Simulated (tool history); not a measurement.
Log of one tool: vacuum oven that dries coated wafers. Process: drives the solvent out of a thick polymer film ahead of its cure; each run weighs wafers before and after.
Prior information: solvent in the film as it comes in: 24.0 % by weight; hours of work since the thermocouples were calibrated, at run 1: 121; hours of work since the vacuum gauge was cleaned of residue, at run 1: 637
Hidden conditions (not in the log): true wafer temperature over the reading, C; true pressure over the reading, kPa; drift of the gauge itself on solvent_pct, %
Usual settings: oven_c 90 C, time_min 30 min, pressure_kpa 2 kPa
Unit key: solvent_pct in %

run    hour  oven_c  time_min  pressure_kpa  hours of work since the thermocouples were calibrated  hours of work since the vacuum gauge was cleaned of residue  solvent_pct
  1       0      90        30             2                                                    121                                                          637         2.27
  2    86.8      90        30             2                                                    182                                                          699         2.25
  3   151.6      90        30             2                                                    228                                                          745         2.28
  4   240.8      90        30             2                                                    292                                                          808         2.23
  5     318      90        30             2                                                    346                                                          863         2.25
  6   394.2      90        30             2                                                    400                                                          917         2.25
  7   484.8      90        30             2                                                    465                                                          981         2.17
  8   549.3      90        30             2                                                    510                                                         1027         2.13
  9   606.2      90        30             2                                                    551                                                         1067         2.19
 10   708.9      90        30             2                                                    624                                                         1140         2.15
 11   781.3      90        30             2                                                    675                                                         1192         2.17
 12     867      90        30             2                                                    736                                                         1252         2.13
 13   970.3      83        30             2                                                    809                                                         1326         4.04
      978.7  -- vacuum gauge cleaned of residue and calibrated
 14  1018.4      83        30          4.66                                                    842                                                           28         6.33
     1096.5  -- oven's thermocouples calibrated
 15  1122.2      83        30          4.66                                                     18                                                          100         7.17
 16  1207.3      83        30          4.66                                                     79                                                          161         7.13
     1218.2  -- vacuum gauge cleaned of residue and calibrated, once more
 17  1278.5      83        30          4.66                                                    128                                                           43         6.96
 18  1346.2      90        30          1.12                                                    176                                                           91         1.65
 19  1453.6      90        30             2                                                    252                                                          167         2.24
 20  1519.5      90        16             2                                                    299                                                          214         4.71
 21  1602.7      90        16             2                                                    358                                                          273         4.67
 22  1660.7      90        16             2                                                    399                                                          314         4.65
 23  1761.2      90        16             2                                                    471                                                          385         4.57

The next listed run, before its measurement:
 24  1856.1      90        16             2                                                    538                                                          453            ?

{"run 24": {"solvent_pct": 4.56}}
The same run, on a tool lacking any hidden state, would have yielded solvent_pct 4.87 %.

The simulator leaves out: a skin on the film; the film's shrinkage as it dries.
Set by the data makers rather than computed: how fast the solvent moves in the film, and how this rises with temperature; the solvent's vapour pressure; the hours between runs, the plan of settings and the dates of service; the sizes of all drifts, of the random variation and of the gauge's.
